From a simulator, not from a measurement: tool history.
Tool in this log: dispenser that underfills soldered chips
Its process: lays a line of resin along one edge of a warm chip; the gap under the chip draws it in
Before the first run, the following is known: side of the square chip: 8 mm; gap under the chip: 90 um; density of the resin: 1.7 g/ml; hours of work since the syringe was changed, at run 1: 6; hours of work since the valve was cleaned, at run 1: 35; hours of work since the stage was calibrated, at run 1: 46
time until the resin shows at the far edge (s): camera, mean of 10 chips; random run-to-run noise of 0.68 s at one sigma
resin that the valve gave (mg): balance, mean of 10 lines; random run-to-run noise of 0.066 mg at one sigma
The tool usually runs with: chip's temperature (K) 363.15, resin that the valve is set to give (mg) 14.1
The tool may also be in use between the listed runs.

run,hour,chip's temperature (K),resin that the valve is set to give (mg),hours of work since the syringe was changed,hours of work since the valve was cleaned,hours of work since the stage was calibrated,time until the resin shows at the far edge (s),resin that the valve gave (mg)
1,0,363.15,14.1,6,35,46,94.8,13.81
# hour 3.4: new syringe of resin
2,3.7,363.15,14.7,0,38,49,62.3,14.34
3,8.3,363.15,14.7,4,41,52,82.2,14.35
4,10.7,363.15,14.7,6,43,54,94,14.44
# hour 14.5: dispensing valve cleaned and set on the balance
# hour 15.5: new syringe of resin
5,16.2,363.15,14.1,1,1,57,62.2,14.09
6,20.2,363.15,14.1,4,4,60,78.5,14.04
7,24.7,363.15,15.2,7,8,64,102.9,15.05
# hour 26.6: new syringe of resin
8,29.5,363.15,15.2,2,11,67,70.9,14.93
9,31.7,363.15,14.1,4,13,69,81.5,13.99
10,34.9,363.15,14.1,6,15,71,99.5,13.99
# hour 37.8: new syringe of resin
11,38.6,355.15,14.1,1,18,74,88.4,13.85
12,41.5,355.15,13.8,3,20,76,104.1,13.63

For run 13, what comes out?
13,43.6,377.15,12.4,4,22,78,?,?

time until the resin shows at the far edge (s): 52.2
resin that the valve gave (mg): 12.23
Were there no unlogged condition in the tool, this run, its random variation unchanged, would have produced time until the resin shows at the far edge (s) 36.8, resin that the valve gave (mg) 12.43.
